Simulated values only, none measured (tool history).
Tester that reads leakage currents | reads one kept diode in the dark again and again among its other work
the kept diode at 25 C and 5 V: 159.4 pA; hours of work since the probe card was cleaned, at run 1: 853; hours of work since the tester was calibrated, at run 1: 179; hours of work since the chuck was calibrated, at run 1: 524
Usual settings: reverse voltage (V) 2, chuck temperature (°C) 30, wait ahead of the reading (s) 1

run    hour  reverse voltage (V)  chuck temperature (°C)  wait ahead of the reading (s)  hours of work since the probe card was cleaned  hours of work since the tester was calibrated  hours of work since the chuck was calibrated  current that the tester gives (pA)
  1       0                    2                      30                              1                                             853                                            179                                           524                              151.83
  2   126.4                    2                      30                              1                                             937                                            263                                           608                              153.19
  3   266.5                    2                      30                           9.35                                            1030                                            356                                           701                              153.44
      281.5  -- tester calibrated
  4   386.3                    2                      30                              1                                            1108                                             70                                           779                              153.83
  5   449.3                 2.56                      30                              1                                            1150                                            112                                           821                              173.06
  6   573.2                 2.56                      30                              1                                            1233                                            194                                           903                              174.67
      607.5  -- tester calibrated, once more
  7   724.1                 2.56                      30                              1                                            1332                                             77                                          1002                              177.84
  8   868.2                 2.56                      30                              1                                            1427                                            173                                          1098                              178.33
  9   934.8                 3.71                      54                            3.1                                            1472                                            217                                          1142                              996.08
 10  1042.6                 3.71                      54                           1.45                                            1543                                            289                                          1214                              995.69

3 ways to go on from here, each from the tool as it stands after run 10. What would each give?
     1072.9  -- chuck's temperature calibrated
  A  1127.9                 1.05                      27                           0.68                                            1599                                            345                                            37                                   ?
     1072.9  -- chuck's temperature calibrated
  B  1127.9                 3.71                      44                            1.3                                            1599                                            345                                            37                                   ?
     1072.9  -- chuck's temperature calibrated
  C  1127.9                10.98                      30                              1                                            1599                                            345                                            37                                   ?

run  current that the tester gives (pA)
  A                               88.87
  B                              507.55
  C                              341.71
Without the tool's hidden state the same runs would have given:
run  current that the tester gives (pA)
  A                               88.02
  B                              504.86
  C                              332.35

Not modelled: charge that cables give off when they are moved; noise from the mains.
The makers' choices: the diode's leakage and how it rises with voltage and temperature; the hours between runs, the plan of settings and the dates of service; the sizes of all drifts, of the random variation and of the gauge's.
